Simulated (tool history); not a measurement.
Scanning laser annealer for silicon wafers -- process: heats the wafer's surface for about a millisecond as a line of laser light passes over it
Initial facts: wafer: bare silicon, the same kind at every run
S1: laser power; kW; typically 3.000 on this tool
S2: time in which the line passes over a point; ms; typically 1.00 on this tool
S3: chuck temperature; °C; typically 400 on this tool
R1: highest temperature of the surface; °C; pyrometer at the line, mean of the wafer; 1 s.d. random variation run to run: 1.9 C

| run | hour | S1 | S2 | S3 | R1 |
|---|---|---|---|---|---|
| 1 | 0.0 | 3.000 | 1.00 | 400 | 1163 |
| 2 | 9.2 | 3.000 | 1.00 | 400 | 1161 |
| 3 | 18.4 | 3.000 | 0.92 | 400 | 1137 |
| 4 | 27.2 | 3.000 | 0.92 | 400 | 1132 |
| 5 | 36.1 | 3.000 | 0.92 | 400 | 1135 |
| 6 | 41.2 | 3.000 | 1.00 | 400 | 1159 |
| 7 | 47.5 | 3.000 | 1.00 | 400 | 1162 |
| 8 | 56.0 | 3.000 | 1.00 | 400 | 1160 |
| 9 | 63.4 | 2.616 | 1.00 | 400 | 1035 |
| 10 | 67.2 | 2.616 | 1.00 | 400 | 1035 |
| 11 | 71.2 | 3.000 | 1.00 | 400 | 1162 |
| 12 | 76.6 | 3.000 | 1.00 | 383 | 1147 |
| 13 | 85.7 | 3.000 | 0.84 | 421 | 1128 |
| 14 | 90.5 | 2.779 | 1.00 | 398 | 1084 |
| 15 | 95.4 | 2.779 | 1.00 | 398 | 1083 |
| 16 | 101.4 | 2.779 | 1.00 | 398 | 1087 |
| 17 | 107.7 | 2.779 | 1.00 | 398 | 1084 |
| 18 | 113.5 | 2.779 | 1.00 | 398 | 1087 |

For run 19, what comes out?
| 19 | 120.5 | 2.887 | 1.00 | 398 | ? |

R1: 1120 °C
Take away the tool's hidden state, keep the run-to-run variation as it was, and the same run would have given R1 1120 °C.
